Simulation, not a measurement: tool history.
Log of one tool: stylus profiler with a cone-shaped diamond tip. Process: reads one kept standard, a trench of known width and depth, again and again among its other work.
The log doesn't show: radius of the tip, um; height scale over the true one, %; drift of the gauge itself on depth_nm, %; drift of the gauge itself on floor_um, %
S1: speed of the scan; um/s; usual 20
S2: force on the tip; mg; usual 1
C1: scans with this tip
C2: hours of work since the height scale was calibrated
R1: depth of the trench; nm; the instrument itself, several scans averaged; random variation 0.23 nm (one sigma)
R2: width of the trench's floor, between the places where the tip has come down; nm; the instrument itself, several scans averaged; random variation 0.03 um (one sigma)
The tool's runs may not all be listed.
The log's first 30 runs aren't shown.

Run 31, hour 594.4: usual settings but S1 8 um/s, S2 0.53 mg; C1 14213; C2 971. Result: R1 1005.85 nm, R2 15950 nm.
Run 32, hour 612.1: usual settings but S1 55 um/s, S2 0.39 mg; C1 14418; C2 985. Result: R1 1004.82 nm, R2 15540 nm.
Run 33, hour 640.6: usual settings but S1 26 um/s, S2 0.38 mg; C1 14747; C2 1007. Result: R1 1005.37 nm, R2 15770 nm.
Run 34, hour 666.5: usual settings but S1 26 um/s, S2 0.38 mg; C1 15046; C2 1028. Result: R1 1004.56 nm, R2 15850 nm.
Run 35, hour 693.8: usual settings but S1 55 um/s, S2 1.33 mg; C1 15361; C2 1049. Result: R1 1011.35 nm, R2 15760 nm.
Run 36, hour 707.7: usual settings but S1 41 um/s, S2 0.5 mg; C1 15522; C2 1060. Result: R1 1005.8 nm, R2 15700 nm.
Run 37, hour 719.7: usual settings but S1 24 um/s, S2 2.02 mg; C1 15661; C2 1069. Result: R1 1015 nm, R2 15880 nm.
Run 38, hour 738.3: usual settings but S1 5 um/s, S2 2.02 mg; C1 15875; C2 1084. Result: R1 1015.01 nm, R2 15960 nm.
Run 39, hour 761.5: usual settings but S1 5 um/s, S2 1.22 mg; C1 16144; C2 1102. Result: R1 1010.84 nm, R2 15930 nm.
Run 40, hour 789: usual settings but S1 5 um/s, S2 1.22 mg; C1 16461; C2 1124. Result: R1 1010.56 nm, R2 15910 nm.
Run 41, hour 809.8: usual settings but S1 14 um/s; C1 16702; C2 1141. Result: R1 1008.91 nm, R2 15890 nm.
Run 42, hour 823.3: usual settings but S1 14 um/s; C1 16858; C2 1151. Result: R1 1009.33 nm, R2 15920 nm.
At hour 828: height scale calibrated on a step standard.
Run 43, hour 842.4: usual settings but S1 39 um/s, S2 1.24 mg; C1 17073; C2 11. Result: R1 1010.89 nm, R2 15820 nm.
Run 44, hour 865.7: usual settings but S1 37 um/s, S2 2.2 mg; C1 17342; C2 30. Result: R1 1015.66 nm, R2 15850 nm.
Run 45, hour 881.5: usual settings but S1 66 um/s, S2 0.52 mg; C1 17525; C2 42. Result: R1 1005.58 nm, R2 15590 nm.

3 ways to go on from here, each from the tool as it stands after run 45. What would each give?
At hour 902.6: new tip fitted, height scale calibrated.
Run A, hour 904: usual settings but S1 9 um/s, S2 0.96 mg; C1 16; C2 1. Result: R1 ?, R2 ?.
At hour 902.6: new tip fitted, height scale calibrated.
Run B, hour 904: usual settings but S1 57 um/s, S2 0.43 mg; C1 16; C2 1. Result: R1 ?, R2 ?.
At hour 902.6: new tip fitted, height scale calibrated.
Run C, hour 904: usual settings but S1 54 um/s, S2 2.36 mg; C1 16; C2 1. Result: R1 ?, R2 ?.

run       R1     R2
  A  1008.91  15980
  B  1005.74  15620
  C  1016.59  15870
Without the tool's hidden state the same runs would have given:
run       R1     R2
  A  1008.91  15980
  B  1005.74  15620
  C  1016.59  15870
